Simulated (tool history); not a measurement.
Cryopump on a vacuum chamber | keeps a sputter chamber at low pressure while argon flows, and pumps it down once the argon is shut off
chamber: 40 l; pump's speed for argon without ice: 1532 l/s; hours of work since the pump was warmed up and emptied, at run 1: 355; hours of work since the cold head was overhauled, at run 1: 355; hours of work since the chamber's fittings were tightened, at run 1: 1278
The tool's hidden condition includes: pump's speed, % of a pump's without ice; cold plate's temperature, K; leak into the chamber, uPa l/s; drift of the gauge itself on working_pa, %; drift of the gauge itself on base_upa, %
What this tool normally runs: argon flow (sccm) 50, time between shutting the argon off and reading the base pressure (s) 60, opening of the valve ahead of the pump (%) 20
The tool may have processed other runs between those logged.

run	hour	argon flow (sccm)	time between shutting the argon off and reading the base pressure (s)	opening of the valve ahead of the pump (%)	hours of work since the pump was warmed up and emptied	hours of work since the cold head was overhauled	hours of work since the chamber's fittings were tightened	pressure while argon flows (Pa)	pressure after the wait (uPa)
1	0.0	50	60	20	355	355	1278	0.2857	2.35
2	22.1	50	60	20	366	366	1290	0.2850	2.41
3	39.6	50	60	30	375	375	1299	0.1940	2.48
4	63.0	50	60	30	387	387	1311	0.1949	2.43
5	80.4	50	60	30	396	396	1320	0.1950	2.46
6	97.9	50	60	30	405	405	1329	0.1943	2.48
7	117.3	50	60	30	415	415	1339	0.1954	2.46
8	139.1	50	60	30	427	427	1350	0.1959	2.45
9	159.6	50	60	20	437	437	1361	0.2883	2.53
10	179.4	99	60	20	447	447	1371	0.5661	2.56
11	203.8	99	60	20	460	460	1384	0.5694	2.57
12	225.9	99	152	20	471	471	1395	0.5714	1.84
13	237.7	99	152	20	477	477	1401	0.5734	1.85
14	258.8	50	60	20	488	488	1412	0.2870	2.64
15	275.7	21	60	20	497	497	1421	0.1213	2.55
16	286.5	52	60	20	503	503	1426	0.3014	2.58
17	309.2	52	60	20	514	514	1438	0.3018	2.64
18	331.4	31	35	48	526	526	1449	0.0794	3.55
19	341.9	20	60	20	531	531	1455	0.1160	2.60
20	362.8	20	60	20	542	542	1466	0.1156	2.67
21	373.4	20	60	20	547	547	1471	0.1164	2.66
22	386.3	26	60	20	554	554	1478	0.1516	2.69
23	406.7	26	60	20	565	565	1488	0.1518	2.74
24	429.7	26	60	20	577	577	1500	0.1512	2.69
25	443.8	26	60	20	584	584	1507	0.1520	2.70
26	464.7	50	156	20	595	595	1518	0.2940	1.99
27	475.9	86	39	19	600	600	1524	0.5291	3.41
28	492.8	44	33	19	609	609	1533	0.2727	3.69
29	512.5	44	33	19	619	619	1543	0.2685	3.66
30	528.9	41	198	16	628	628	1551	0.2953	2.05

Forecast run 31:
31	545.8	59	198	18	636	636	1560	?	?

pressure while argon flows (Pa): 0.3824
pressure after the wait (uPa): 2.02
With no hidden state in the tool, this same run would have given pressure while argon flows (Pa) 0.3608, pressure after the wait (uPa) 0.55.
